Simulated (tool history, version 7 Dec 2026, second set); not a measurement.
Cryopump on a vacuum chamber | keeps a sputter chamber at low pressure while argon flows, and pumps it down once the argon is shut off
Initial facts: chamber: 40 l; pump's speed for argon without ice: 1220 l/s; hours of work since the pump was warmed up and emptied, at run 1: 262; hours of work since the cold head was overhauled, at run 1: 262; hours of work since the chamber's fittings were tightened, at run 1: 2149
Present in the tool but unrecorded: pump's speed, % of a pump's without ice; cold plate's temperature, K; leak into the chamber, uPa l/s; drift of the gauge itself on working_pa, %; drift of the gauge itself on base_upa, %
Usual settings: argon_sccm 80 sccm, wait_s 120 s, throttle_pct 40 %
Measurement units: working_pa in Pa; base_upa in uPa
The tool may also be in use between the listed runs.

| run | hour | argon_sccm | wait_s | throttle_pct | hours of work since the pump was warmed up and emptied | hours of work since the cold head was overhauled | hours of work since the chamber's fittings were tightened | working_pa | base_upa |
|---|---|---|---|---|---|---|---|---|---|
| 1 | 0 | 80 | 120 | 40 | 262 | 262 | 2149 | 0.2902 | 0.96 |
| 2 | 10.3 | 80 | 120 | 40 | 268 | 268 | 2155 | 0.2895 | 0.9 |
| 3 | 23.1 | 80 | 120 | 40 | 276 | 276 | 2163 | 0.2919 | 0.91 |
| 4 | 29.7 | 80 | 120 | 40 | 280 | 280 | 2167 | 0.2906 | 0.86 |
| 5 | 45.7 | 80 | 120 | 40 | 290 | 290 | 2177 | 0.2939 | 0.94 |
| 6 | 60.8 | 80 | 120 | 40 | 299 | 299 | 2186 | 0.2928 | 0.9 |
| 7 | 73.9 | 80 | 120 | 44 | 307 | 307 | 2194 | 0.266 | 0.9 |
| 8 | 80.9 | 48 | 120 | 40 | 311 | 311 | 2198 | 0.1776 | 0.95 |
| 9 | 93 | 80 | 120 | 40 | 318 | 318 | 2205 | 0.294 | 0.89 |
| 10 | 108.3 | 80 | 140 | 40 | 328 | 328 | 2215 | 0.2923 | 0.93 |
| 11 | 119.1 | 80 | 140 | 40 | 334 | 334 | 2221 | 0.2953 | 0.94 |
| 12 | 131.7 | 80 | 140 | 40 | 342 | 342 | 2229 | 0.2969 | 0.91 |
| 13 | 146.7 | 80 | 236 | 40 | 351 | 351 | 2238 | 0.2969 | 0.79 |
| 14 | 155.9 | 80 | 120 | 40 | 357 | 357 | 2244 | 0.2976 | 0.91 |
| 15 | 162.9 | 80 | 120 | 40 | 361 | 361 | 2248 | 0.2974 | 0.96 |
| 16 | 179.2 | 47 | 120 | 40 | 371 | 371 | 2258 | 0.1758 | 0.9 |
| 17 | 191.7 | 47 | 240 | 40 | 378 | 378 | 2265 | 0.1739 | 0.81 |
| 18 | 199.4 | 72 | 27 | 38 | 383 | 383 | 2270 | 0.2806 | 1.79 |
| 19 | 206.4 | 126 | 144 | 42 | 387 | 387 | 2274 | 0.4471 | 0.91 |
| 20 | 213.1 | 126 | 144 | 42 | 391 | 391 | 2278 | 0.4504 | 0.95 |
| 21 | 221.4 | 126 | 144 | 42 | 396 | 396 | 2283 | 0.4482 | 0.95 |
| 22 | 228.8 | 126 | 144 | 42 | 401 | 401 | 2288 | 0.4525 | 0.95 |
| 23 | 242.6 | 126 | 80 | 31 | 409 | 409 | 2296 | 0.5974 | 1.08 |
| 24 | 256.1 | 80 | 87 | 27 | 417 | 417 | 2304 | 0.4335 | 1.11 |
| 25 | 263.5 | 80 | 185 | 16 | 422 | 422 | 2309 | 0.7136 | 0.88 |
| 26 | 272.2 | 65 | 212 | 18 | 427 | 427 | 2314 | 0.5225 | 0.92 |
| 27 | 281.1 | 93 | 212 | 18 | 433 | 433 | 2319 | 0.7442 | 0.9 |
| 28 | 293.3 | 81 | 154 | 47 | 440 | 440 | 2327 | 0.2639 | 0.94 |

A few steps of working_pa between consecutive runs. Split each: what settings, incoming material and random variation would produce without the hidden state, and what is left over for the hidden state, along with gauge scatter present in only one of the two compared results (measured, and without hidden state):
Run 18 -> 19: argon_sccm 72 -> 126, wait_s 27 -> 144, throttle_pct 38 -> 42. working_pa +0.1665 Pa: hidden state +0.0146, all else +0.1519.
Run 23 -> 24: argon_sccm 126 -> 80, wait_s 80 -> 87, throttle_pct 31 -> 27. working_pa -0.1639 Pa: hidden state -0.0124, all else -0.1515.
Run 24 -> 25: wait_s 87 -> 185, throttle_pct 27 -> 16. working_pa +0.2801 Pa: hidden state +0.0002, all else +0.2799.
Run 27 -> 28: argon_sccm 93 -> 81, wait_s 212 -> 154, throttle_pct 18 -> 47. working_pa -0.4803 Pa: hidden state -0.0032, all else -0.4771.
